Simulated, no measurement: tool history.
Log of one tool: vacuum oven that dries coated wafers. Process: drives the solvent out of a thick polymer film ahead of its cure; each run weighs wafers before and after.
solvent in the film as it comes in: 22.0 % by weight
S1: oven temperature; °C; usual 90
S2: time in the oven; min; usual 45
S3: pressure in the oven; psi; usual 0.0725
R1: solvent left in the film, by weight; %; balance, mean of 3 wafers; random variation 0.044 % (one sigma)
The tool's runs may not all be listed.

{"run": 1, "hour": 0.0, "S1": 90, "S2": 45, "S3": 0.0725, "R1": 1.4}
{"run": 2, "hour": 7.4, "S1": 90, "S2": 45, "S3": 0.0725, "R1": 1.48}
{"run": 3, "hour": 17.4, "S1": 90, "S2": 45, "S3": 0.0725, "R1": 1.42}
{"run": 4, "hour": 31.6, "S1": 90, "S2": 45, "S3": 0.0725, "R1": 1.49}
{"run": 5, "hour": 40.4, "S1": 90, "S2": 45, "S3": 0.0725, "R1": 1.47}
{"run": 6, "hour": 51.1, "S1": 94, "S2": 45, "S3": 0.0725, "R1": 0.75}
{"run": 7, "hour": 67.7, "S1": 90, "S2": 45, "S3": 0.055, "R1": 1.32}
{"run": 8, "hour": 84.8, "S1": 90, "S2": 45, "S3": 0.0725, "R1": 1.39}
{"run": 9, "hour": 93.5, "S1": 90, "S2": 45, "S3": 0.0725, "R1": 1.46}
{"run": 10, "hour": 107.8, "S1": 90, "S2": 45, "S3": 0.0725, "R1": 1.47}
{"run": 11, "hour": 122.1, "S1": 90, "S2": 45, "S3": 0.0725, "R1": 1.43}
{"hour": 125.0, "done": "oven's thermocouples calibrated"}
{"run": 12, "hour": 131.9, "S1": 90, "S2": 45, "S3": 0.0725, "R1": 1.35}
{"run": 13, "hour": 143.3, "S1": 90, "S2": 45, "S3": 0.0725, "R1": 1.35}
{"run": 14, "hour": 156.5, "S1": 90, "S2": 45, "S3": 0.0439, "R1": 1.25}
{"run": 15, "hour": 166.4, "S1": 101, "S2": 72, "S3": 0.2223, "R1": 0.66}
{"hour": 173.7, "done": "oven's thermocouples calibrated, once more"}
{"run": 16, "hour": 181.3, "S1": 92, "S2": 24, "S3": 0.0381, "R1": 3.75}
{"run": 17, "hour": 188.7, "S1": 77, "S2": 24, "S3": 0.0386, "R1": 9.9}
{"run": 18, "hour": 203.7, "S1": 95, "S2": 24, "S3": 0.1275, "R1": 3.08}
{"run": 19, "hour": 221.1, "S1": 95, "S2": 63, "S3": 0.0802, "R1": 0.38}
{"run": 20, "hour": 229.0, "S1": 95, "S2": 63, "S3": 0.0802, "R1": 0.41}
{"run": 21, "hour": 241.3, "S1": 76, "S2": 41, "S3": 0.0802, "R1": 7.27}
{"run": 22, "hour": 250.6, "S1": 90, "S2": 39, "S3": 0.1244, "R1": 2.39}

Some steps in R1 between neighbouring runs. How much of each would the tool show without its hidden state too (settings, what came in, random variation), and how much is left for the hidden state, with any gauge scatter that isn't in both results?
The hidden state here: true wafer temperature over the reading, C; true pressure over the reading, kPa; drift of the gauge itself on solvent_pct, %.
Run 15 -> 16: S1 101 -> 92, S2 72 -> 24, S3 0.2223 -> 0.0381, oven's thermocouples calibrated, once more. R1 +3.09 %: hidden state +0.15, all else +2.94.
Run 17 -> 18: S1 77 -> 95, S3 0.0386 -> 0.1275. R1 -6.82 %: hidden state -0.05, all else -6.77.
Run 20 -> 21: S1 95 -> 76, S2 63 -> 41. R1 +6.86 %: hidden state +0.16, all else +6.70.

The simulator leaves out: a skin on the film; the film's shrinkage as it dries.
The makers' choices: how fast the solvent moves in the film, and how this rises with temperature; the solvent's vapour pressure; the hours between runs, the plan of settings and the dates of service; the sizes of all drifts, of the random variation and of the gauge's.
